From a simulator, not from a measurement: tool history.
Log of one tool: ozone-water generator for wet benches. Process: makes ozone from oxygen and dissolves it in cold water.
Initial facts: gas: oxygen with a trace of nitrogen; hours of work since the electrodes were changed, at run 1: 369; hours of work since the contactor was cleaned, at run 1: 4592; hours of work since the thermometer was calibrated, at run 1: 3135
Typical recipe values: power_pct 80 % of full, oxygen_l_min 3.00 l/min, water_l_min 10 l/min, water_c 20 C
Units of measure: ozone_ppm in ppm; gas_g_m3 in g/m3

run	hour	power_pct	oxygen_l_min	water_l_min	water_c	hours of work since the electrodes were changed	hours of work since the contactor was cleaned	hours of work since the thermometer was calibrated	ozone_ppm	gas_g_m3
1	0.0	80	3.00	10	20	369	4592	3135	33.9	266.1
2	16.3	43	3.00	10	20	381	4604	3147	19.5	156.6
3	45.5	43	3.00	10	20	402	4625	3168	19.8	155.3
4	60.3	71	3.00	10	20	412	4635	3179	30.6	241.8
5	76.6	80	3.00	10	20	424	4647	3190	34.0	265.8
6	100.0	80	3.00	10	20	441	4664	3207	33.5	265.6
7	120.2	80	3.00	10	20	455	4678	3222	34.2	264.8
8	139.5	80	3.00	10	20	469	4692	3236	33.9	264.8
9	154.1	80	3.00	10	20	480	4703	3246	34.1	263.7
10	181.9	80	3.00	10	20	500	4723	3266	33.6	265.5
11	200.6	80	3.12	10	20	513	4736	3280	33.7	263.0
12	222.4	65	3.12	8	20	529	4752	3295	32.8	216.6
# hour 231.2: water thermometer calibrated
13	249.0	65	3.12	8	20	548	4770	13	33.4	217.9

Run 14 comes next. What will it give?
14	263.0	80	3.46	10	20	558	4781	23	?	?

Run 14 yielded ozone_ppm 33.8 ppm, gas_g_m3 245.0 g/m3.
With the hidden condition absent and the run-to-run variation left alone, this run would have shown ozone_ppm 33.8 ppm, gas_g_m3 245.0 g/m3.
